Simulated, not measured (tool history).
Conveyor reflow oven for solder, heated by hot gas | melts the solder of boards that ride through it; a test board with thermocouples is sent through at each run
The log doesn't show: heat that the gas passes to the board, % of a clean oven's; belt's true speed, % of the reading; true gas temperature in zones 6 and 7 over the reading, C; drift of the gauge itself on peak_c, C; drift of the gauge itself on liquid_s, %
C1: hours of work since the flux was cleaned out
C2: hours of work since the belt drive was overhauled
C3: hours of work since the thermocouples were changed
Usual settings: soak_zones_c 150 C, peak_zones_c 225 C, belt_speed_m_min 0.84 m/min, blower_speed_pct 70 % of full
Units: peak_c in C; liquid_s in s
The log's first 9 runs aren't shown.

run 10 day=2.488 | soak_zones_c=150 peak_zones_c=225 belt_speed_m_min=0.84 blower_speed_pct=70 | C1=320 C2=672 C3=45 | peak_c=209.3 liquid_s=36
run 11 day=2.829 | soak_zones_c=150 peak_zones_c=225 belt_speed_m_min=0.84 blower_speed_pct=79 | C1=325 C2=677 C3=50 | peak_c=210.1 liquid_s=36.9
run 12 day=3.1 | soak_zones_c=150 peak_zones_c=225 belt_speed_m_min=0.84 blower_speed_pct=79 | C1=329 C2=681 C3=54 | peak_c=209.9 liquid_s=36.9
run 13 day=3.304 | soak_zones_c=150 peak_zones_c=225 belt_speed_m_min=0.84 blower_speed_pct=79 | C1=332 C2=684 C3=57 | peak_c=210.2 liquid_s=36.9
run 14 day=3.596 | soak_zones_c=150 peak_zones_c=225 belt_speed_m_min=0.84 blower_speed_pct=79 | C1=336 C2=688 C3=61 | peak_c=210.2 liquid_s=36.8
run 15 day=3.762 | soak_zones_c=150 peak_zones_c=225 belt_speed_m_min=0.918 blower_speed_pct=79 | C1=338 C2=690 C3=64 | peak_c=207.5 liquid_s=31.6
run 16 day=4.025 | soak_zones_c=150 peak_zones_c=225 belt_speed_m_min=0.918 blower_speed_pct=79 | C1=342 C2=694 C3=67 | peak_c=207.5 liquid_s=31.8
run 17 day=4.188 | soak_zones_c=150 peak_zones_c=225 belt_speed_m_min=0.9 blower_speed_pct=77 | C1=344 C2=697 C3=70 | peak_c=207.9 liquid_s=32.4
run 18 day=4.446 | soak_zones_c=150 peak_zones_c=225 belt_speed_m_min=0.775 blower_speed_pct=51 | C1=348 C2=700 C3=74 | peak_c=208.2 liquid_s=38.2
run 19 day=4.646 | soak_zones_c=150 peak_zones_c=225 belt_speed_m_min=0.775 blower_speed_pct=51 | C1=351 C2=703 C3=77 | peak_c=208.3 liquid_s=38.2
run 20 day=4.812 | soak_zones_c=150 peak_zones_c=225 belt_speed_m_min=0.783 blower_speed_pct=72 | C1=354 C2=706 C3=79 | peak_c=211.1 liquid_s=40.7
run 21 day=5.096 | soak_zones_c=150 peak_zones_c=225 belt_speed_m_min=0.783 blower_speed_pct=72 | C1=358 C2=710 C3=83 | peak_c=210.9 liquid_s=40.4
run 22 day=5.308 | soak_zones_c=150 peak_zones_c=219 belt_speed_m_min=0.783 blower_speed_pct=72 | C1=361 C2=713 C3=86 | peak_c=206.2 liquid_s=37.2
run 23 day=5.679 | soak_zones_c=159 peak_zones_c=220 belt_speed_m_min=0.783 blower_speed_pct=72 | C1=366 C2=718 C3=92 | peak_c=208.6 liquid_s=42.2
run 24 day=5.888 | soak_zones_c=150 peak_zones_c=217 belt_speed_m_min=0.941 blower_speed_pct=70 | C1=369 C2=721 C3=95 | peak_c=199 liquid_s=24
-- day=6.238 flux residue cleaned out of gas plates and filters
run 25 day=6.35 | soak_zones_c=150 peak_zones_c=217 belt_speed_m_min=0.941 blower_speed_pct=70 | C1=2 C2=725 C3=98 | peak_c=201.1 liquid_s=26.5
run 26 day=6.712 | soak_zones_c=145 peak_zones_c=234 belt_speed_m_min=0.719 blower_speed_pct=88 | C1=7 C2=730 C3=104 | peak_c=224.2 liquid_s=50.6
run 27 day=6.883 | soak_zones_c=145 peak_zones_c=234 belt_speed_m_min=0.719 blower_speed_pct=88 | C1=9 C2=733 C3=106 | peak_c=223.8 liquid_s=50.6
run 28 day=7.112 | soak_zones_c=141 peak_zones_c=234 belt_speed_m_min=0.719 blower_speed_pct=70 | C1=13 C2=736 C3=110 | peak_c=221.2 liquid_s=47.8
run 29 day=7.342 | soak_zones_c=141 peak_zones_c=234 belt_speed_m_min=0.719 blower_speed_pct=70 | C1=16 C2=740 C3=113 | peak_c=221.3 liquid_s=47.8
run 30 day=7.571 | soak_zones_c=141 peak_zones_c=234 belt_speed_m_min=0.719 blower_speed_pct=70 | C1=20 C2=743 C3=116 | peak_c=221.2 liquid_s=47.9
run 31 day=7.738 | soak_zones_c=150 peak_zones_c=216 belt_speed_m_min=0.84 blower_speed_pct=58 | C1=22 C2=745 C3=119 | peak_c=201.6 liquid_s=30.4

4 ways to go on from here, each from the tool as it stands after run 31. What would each give?
run A day=8.062 | soak_zones_c=150 peak_zones_c=219 belt_speed_m_min=0.734 blower_speed_pct=70 | C1=27 C2=750 C3=123 | peak_c=? liquid_s=?
run B day=8.062 | soak_zones_c=150 peak_zones_c=219 belt_speed_m_min=0.931 blower_speed_pct=51 | C1=27 C2=750 C3=123 | peak_c=? liquid_s=?
run C day=8.062 | soak_zones_c=151 peak_zones_c=225 belt_speed_m_min=0.84 blower_speed_pct=73 | C1=27 C2=750 C3=123 | peak_c=? liquid_s=?
run D day=8.062 | soak_zones_c=150 peak_zones_c=216 belt_speed_m_min=0.84 blower_speed_pct=51 | C1=27 C2=750 C3=123 | peak_c=? liquid_s=?

run=A peak_c=208.5 liquid_s=42.6
run=B peak_c=199.6 liquid_s=24.5
run=C peak_c=211.4 liquid_s=38.1
run=D peak_c=200.3 liquid_s=28.8
Without the tool's hidden state the same runs would have given:
run=A peak_c=208.1 liquid_s=41.6
run=B peak_c=199 liquid_s=23.6
run=C peak_c=210.9 liquid_s=37.2
run=D peak_c=199.8 liquid_s=27.8
